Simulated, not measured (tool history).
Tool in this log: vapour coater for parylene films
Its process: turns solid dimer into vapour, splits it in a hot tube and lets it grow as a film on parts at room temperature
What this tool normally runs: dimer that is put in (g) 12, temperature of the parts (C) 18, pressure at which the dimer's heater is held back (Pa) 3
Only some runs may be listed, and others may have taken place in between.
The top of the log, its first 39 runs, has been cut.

run,hour,dimer that is put in (g),temperature of the parts (C),pressure at which the dimer's heater is held back (Pa),hours of work since the trap's valve was overhauled,hours of work since the table's thermometer was calibrated,thickness of the film (um)
40,1056.2,19,18,6.57,196,217,10.32
41,1086,19,18,6.57,213,233,10.39
42,1124.6,12,21,11.57,234,255,5.31
43,1164.1,12,21,11.57,256,276,5.34
44,1188.3,10,28,6.4,269,290,4.01
45,1222.9,15,28,2.97,289,309,7.3
46,1262.1,8,28,4.61,310,331,3.44
47,1298,6,18,9.59,330,351,2.96
48,1319.8,6,18,9.59,342,363,2.97

3 options for the next run, each taken on its own from the tool as it stands now. Forecast them:
A,1349.2,8,16,3.11,358,379,?
B,1349.2,20,11,2.09,358,379,?
C,1349.2,14,10,9.59,358,379,?

run,thickness of the film (um)
A,5.32
B,13.85
C,8.7
With no hidden state in the tool, these same runs would have given:
run,thickness of the film (um)
A,5.67
B,14.87
C,9.27
